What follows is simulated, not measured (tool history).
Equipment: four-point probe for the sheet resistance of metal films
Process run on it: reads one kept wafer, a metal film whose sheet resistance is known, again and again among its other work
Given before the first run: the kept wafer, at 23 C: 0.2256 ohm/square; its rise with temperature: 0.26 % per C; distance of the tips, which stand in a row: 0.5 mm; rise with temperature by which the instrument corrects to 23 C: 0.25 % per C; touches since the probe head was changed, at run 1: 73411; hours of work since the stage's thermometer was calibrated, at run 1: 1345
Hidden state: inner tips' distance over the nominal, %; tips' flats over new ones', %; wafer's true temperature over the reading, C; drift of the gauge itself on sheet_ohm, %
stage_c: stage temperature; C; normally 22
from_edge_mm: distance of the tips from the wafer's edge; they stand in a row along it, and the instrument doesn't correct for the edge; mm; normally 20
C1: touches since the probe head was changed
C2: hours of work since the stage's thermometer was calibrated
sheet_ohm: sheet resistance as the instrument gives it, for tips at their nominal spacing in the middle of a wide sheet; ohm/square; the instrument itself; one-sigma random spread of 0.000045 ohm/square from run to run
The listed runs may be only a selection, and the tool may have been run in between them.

Run 1, hour 0.0: usual settings; C1 73411; C2 1345. Result: sheet_ohm 0.224241 ohm/square.
Run 2, hour 76.1: usual settings but stage_c 18 C; C1 76836; C2 1395. Result: sheet_ohm 0.224184 ohm/square.
Run 3, hour 196.1: usual settings; C1 82236; C2 1473. Result: sheet_ohm 0.224223 ohm/square.
Run 4, hour 286.4: usual settings but from_edge_mm 6 mm; C1 86301; C2 1531. Result: sheet_ohm 0.224820 ohm/square.
Run 5, hour 356.3: usual settings but from_edge_mm 6 mm; C1 89444; C2 1577. Result: sheet_ohm 0.224845 ohm/square.
Run 6, hour 436.1: usual settings but stage_c 26 C; C1 93035; C2 1629. Result: sheet_ohm 0.224074 ohm/square.
Run 7, hour 522.5: usual settings but from_edge_mm 7 mm; C1 96923; C2 1685. Result: sheet_ohm 0.224536 ohm/square.
Run 8, hour 630.4: usual settings but from_edge_mm 7 mm; C1 101780; C2 1755. Result: sheet_ohm 0.224450 ohm/square.
Run 9, hour 751.8: usual settings but from_edge_mm 36 mm; C1 107245; C2 1834. Result: sheet_ohm 0.223770 ohm/square.
Run 10, hour 880.1: usual settings but stage_c 30 C; C1 113019; C2 1917. Result: sheet_ohm 0.223898 ohm/square.
Run 11, hour 961.9: usual settings but stage_c 24 C; C1 116699; C2 1970. Result: sheet_ohm 0.223692 ohm/square.
Run 12, hour 1056.4: usual settings but stage_c 24 C; C1 120952; C2 2032. Result: sheet_ohm 0.223737 ohm/square.
Run 13, hour 1169.0: usual settings but stage_c 24 C; C1 126022; C2 2105. Result: sheet_ohm 0.223599 ohm/square.
Run 14, hour 1311.9: usual settings but stage_c 24 C; C1 132453; C2 2198. Result: sheet_ohm 0.223465 ohm/square.
Run 15, hour 1419.7: usual settings but stage_c 24 C, from_edge_mm 5 mm; C1 137302; C2 2268. Result: sheet_ohm 0.224539 ohm/square.
Run 16, hour 1506.2: usual settings but stage_c 24 C, from_edge_mm 5 mm; C1 141194; C2 2324. Result: sheet_ohm 0.224502 ohm/square.
Run 17, hour 1575.3: usual settings; C1 144304; C2 2369. Result: sheet_ohm 0.223292 ohm/square.
Run 18, hour 1663.4: usual settings; C1 148269; C2 2426. Result: sheet_ohm 0.223202 ohm/square.
Run 19, hour 1788.7: usual settings; C1 153911; C2 2508. Result: sheet_ohm 0.223113 ohm/square.
Run 20, hour 1876.7: usual settings; C1 157870; C2 2565. Result: sheet_ohm 0.223049 ohm/square.
Run 21, hour 1998.6: usual settings; C1 163358; C2 2644. Result: sheet_ohm 0.222988 ohm/square.
Run 22, hour 2095.2: usual settings but stage_c 28 C; C1 167705; C2 2707. Result: sheet_ohm 0.223028 ohm/square.
Run 23, hour 2159.9: usual settings but stage_c 21 C, from_edge_mm 58 mm; C1 170614; C2 2749. Result: sheet_ohm 0.222770 ohm/square.
Run 24, hour 2256.2: usual settings but stage_c 25 C, from_edge_mm 9 mm; C1 174948; C2 2812. Result: sheet_ohm 0.223189 ohm/square.
Run 25, hour 2340.7: usual settings but stage_c 25 C, from_edge_mm 9 mm; C1 178752; C2 2866. Result: sheet_ohm 0.223153 ohm/square.
At hour 2474.3: stage's thermometer calibrated.
Run 26, hour 2485.2: usual settings but stage_c 25 C, from_edge_mm 9 mm; C1 185230; C2 7. Result: sheet_ohm 0.223535 ohm/square.
Run 27, hour 2547.6: usual settings but stage_c 23 C, from_edge_mm 66 mm; C1 188040; C2 48. Result: sheet_ohm 0.223045 ohm/square.
Run 28, hour 2689.8: usual settings but stage_c 23 C, from_edge_mm 26 mm; C1 194441; C2 140. Result: sheet_ohm 0.222942 ohm/square.
Run 29, hour 2750.3: usual settings but stage_c 24 C, from_edge_mm 24 mm; C1 197165; C2 179. Result: sheet_ohm 0.222872 ohm/square.
Run 30, hour 2871.6: usual settings but stage_c 24 C, from_edge_mm 24 mm; C1 202623; C2 258. Result: sheet_ohm 0.222945 ohm/square.
Run 31, hour 2986.7: usual settings but from_edge_mm 10 mm; C1 207800; C2 333. Result: sheet_ohm 0.222903 ohm/square.
Run 32, hour 3104.1: usual settings but stage_c 28 C; C1 213083; C2 409. Result: sheet_ohm 0.222843 ohm/square.
Run 33, hour 3250.1: usual settings but stage_c 28 C; C1 219656; C2 504. Result: sheet_ohm 0.222731 ohm/square.
Run 34, hour 3328.1: usual settings but from_edge_mm 8 mm; C1 223165; C2 555. Result: sheet_ohm 0.222995 ohm/square.
At hour 3391.2: new probe head fitted.
Run 35, hour 3456.3: usual settings but from_edge_mm 8 mm; C1 2929; C2 638. Result: sheet_ohm 0.226087 ohm/square.
Run 36, hour 3604.1: usual settings but stage_c 31 C, from_edge_mm 11 mm; C1 9580; C2 734. Result: sheet_ohm 0.225947 ohm/square.
Run 37, hour 3709.7: usual settings but stage_c 31 C, from_edge_mm 11 mm; C1 14331; C2 802. Result: sheet_ohm 0.225886 ohm/square.
Run 38, hour 3832.4: usual settings but from_edge_mm 3 mm; C1 19857; C2 882. Result: sheet_ohm 0.228734 ohm/square.

Forecast each of these 5 alternatives for the next run:
Run A, hour 3914.2: usual settings but stage_c 32 C, from_edge_mm 13 mm; C1 23537; C2 935. Result: sheet_ohm ?.
Run B, hour 3914.2: usual settings but stage_c 30 C, from_edge_mm 6 mm; C1 23537; C2 935. Result: sheet_ohm ?.
Run C, hour 3914.2: usual settings but stage_c 31 C, from_edge_mm 34 mm; C1 23537; C2 935. Result: sheet_ohm ?.
Run D, hour 3914.2: usual settings but stage_c 20 C, from_edge_mm 3 mm; C1 23537; C2 935. Result: sheet_ohm ?.
Run E, hour 3914.2: usual settings but stage_c 27 C, from_edge_mm 14 mm; C1 23537; C2 935. Result: sheet_ohm ?.

run  sheet_ohm
  A   0.225759
  B   0.226308
  C   0.225480
  D   0.228496
  E   0.225614
Take away the tool's hidden state, keep each run's random variation, and the runs would have read:
run  sheet_ohm
  A   0.226060
  B   0.226610
  C   0.225781
  D   0.228804
  E   0.225916
